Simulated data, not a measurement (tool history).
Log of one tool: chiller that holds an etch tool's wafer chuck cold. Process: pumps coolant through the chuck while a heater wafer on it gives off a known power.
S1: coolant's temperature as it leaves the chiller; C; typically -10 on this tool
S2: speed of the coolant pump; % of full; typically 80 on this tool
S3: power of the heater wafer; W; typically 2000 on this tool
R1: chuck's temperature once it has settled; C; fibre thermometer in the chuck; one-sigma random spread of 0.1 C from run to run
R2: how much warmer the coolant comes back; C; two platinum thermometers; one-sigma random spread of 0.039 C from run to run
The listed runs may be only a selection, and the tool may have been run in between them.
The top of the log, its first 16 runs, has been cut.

run,day,S1,S2,S3,R1,R2
# day 50.225: chiller's thermometer calibrated
17,52.971,-18,80,1497,-2.5,6.27
18,55.096,-2,74,2000,19.7,9.17
19,57.196,-2,74,2000,19.7,9.14
20,59.025,-17,74,2150,6.6,9.85
21,61.458,-12,74,2859,19.3,13.10
22,64.521,-12,74,2859,19.1,13.13
23,66.425,-12,74,2329,13.5,10.75
24,68.612,-12,74,2329,13.4,10.60
25,71.425,0,80,1084,11.2,4.60
26,74.067,0,80,1084,11.2,4.52

What will run 27 give?
27,77.638,-2,80,1919,?,?

Run 27 produced R1 17.8 C, R2 8.07 C.
Without the tool's hidden state the same run would have given R1 17.8 C, R2 8.07 C.
